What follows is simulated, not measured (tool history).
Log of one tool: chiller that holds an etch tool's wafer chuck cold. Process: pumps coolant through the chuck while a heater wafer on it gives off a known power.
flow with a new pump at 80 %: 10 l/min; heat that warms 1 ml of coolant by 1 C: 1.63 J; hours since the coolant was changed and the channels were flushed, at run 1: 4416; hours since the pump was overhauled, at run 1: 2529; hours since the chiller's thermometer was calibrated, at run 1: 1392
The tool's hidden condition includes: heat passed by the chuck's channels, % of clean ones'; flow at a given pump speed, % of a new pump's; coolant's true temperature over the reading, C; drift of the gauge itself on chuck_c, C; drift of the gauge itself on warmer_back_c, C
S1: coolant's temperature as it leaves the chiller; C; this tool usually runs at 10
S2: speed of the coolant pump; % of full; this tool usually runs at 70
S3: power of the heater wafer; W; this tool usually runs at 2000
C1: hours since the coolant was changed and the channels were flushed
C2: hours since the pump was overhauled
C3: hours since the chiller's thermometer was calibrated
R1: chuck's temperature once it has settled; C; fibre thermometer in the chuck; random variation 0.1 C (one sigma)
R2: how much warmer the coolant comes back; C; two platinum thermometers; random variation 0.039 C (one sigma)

run 1 hour=0 | S1=10 S2=70 S3=2000 | C1=4416 C2=2529 C3=1392 | R1=26.4 R2=8.61
run 2 hour=100.7 | S1=10 S2=70 S3=2000 | C1=4517 C2=2629 C3=1493 | R1=26.6 R2=8.69
run 3 hour=169.4 | S1=10 S2=70 S3=2000 | C1=4586 C2=2698 C3=1561 | R1=26.5 R2=8.61
run 4 hour=311.8 | S1=10 S2=79 S3=2000 | C1=4728 C2=2840 C3=1704 | R1=25.4 R2=7.55
run 5 hour=452.4 | S1=10 S2=79 S3=2000 | C1=4869 C2=2981 C3=1844 | R1=25.1 R2=7.57
run 6 hour=524.9 | S1=10 S2=70 S3=2000 | C1=4941 C2=3053 C3=1917 | R1=26.7 R2=8.69
run 7 hour=666.4 | S1=10 S2=70 S3=1372 | C1=5083 C2=3195 C3=2058 | R1=21.4 R2=5.93
run 8 hour=780.5 | S1=10 S2=70 S3=1372 | C1=5197 C2=3309 C3=2172 | R1=21.9 R2=5.87
run 9 hour=848.6 | S1=10 S2=70 S3=1372 | C1=5265 C2=3377 C3=2241 | R1=21.7 R2=5.91
run 10 hour=952.9 | S1=10 S2=70 S3=2134 | C1=5369 C2=3481 C3=2345 | R1=28 R2=9.18
run 11 hour=1044.4 | S1=10 S2=70 S3=2890 | C1=5461 C2=3573 C3=2436 | R1=34.3 R2=12.48
run 12 hour=1152.4 | S1=10 S2=70 S3=2890 | C1=5569 C2=3681 C3=2544 | R1=34.5 R2=12.44
run 13 hour=1247.3 | S1=10 S2=70 S3=2890 | C1=5664 C2=3776 C3=2639 | R1=34.4 R2=12.53
run 14 hour=1398.6 | S1=4 S2=95 S3=2435 | C1=5815 C2=3927 C3=2791 | R1=20.5 R2=7.55
run 15 hour=1467.3 | S1=3 S2=75 S3=1226 | C1=5884 C2=3996 C3=2859 | R1=13.1 R2=4.93
run 16 hour=1541.7 | S1=3 S2=74 S3=2293 | C1=5958 C2=4070 C3=2934 | R1=21.8 R2=9.4
run 17 hour=1688.5 | S1=2 S2=74 S3=2293 | C1=6105 C2=4217 C3=3080 | R1=20.9 R2=9.39
run 18 hour=1794.9 | S1=3 S2=71 S3=1831 | C1=6211 C2=4323 C3=3187 | R1=18.6 R2=7.83
run 19 hour=1867.5 | S1=3 S2=67 S3=1275 | C1=6284 C2=4396 C3=3259 | R1=14.5 R2=5.79

Below, some changes in R1 between adjacent runs. For each, the amount present without the hidden state too (settings, incoming material, random variation) and the amount remaining for the hidden state with gauge scatter not shared by both compared results:
Run 13 -> 14: S1 10 -> 4, S2 70 -> 95, S3 2890 -> 2435. R1 -13.9 C: hidden state -0.6, all else -13.3.
Run 15 -> 16: S2 75 -> 74, S3 1226 -> 2293. R1 +8.7 C: hidden state +0.8, all else +7.9.
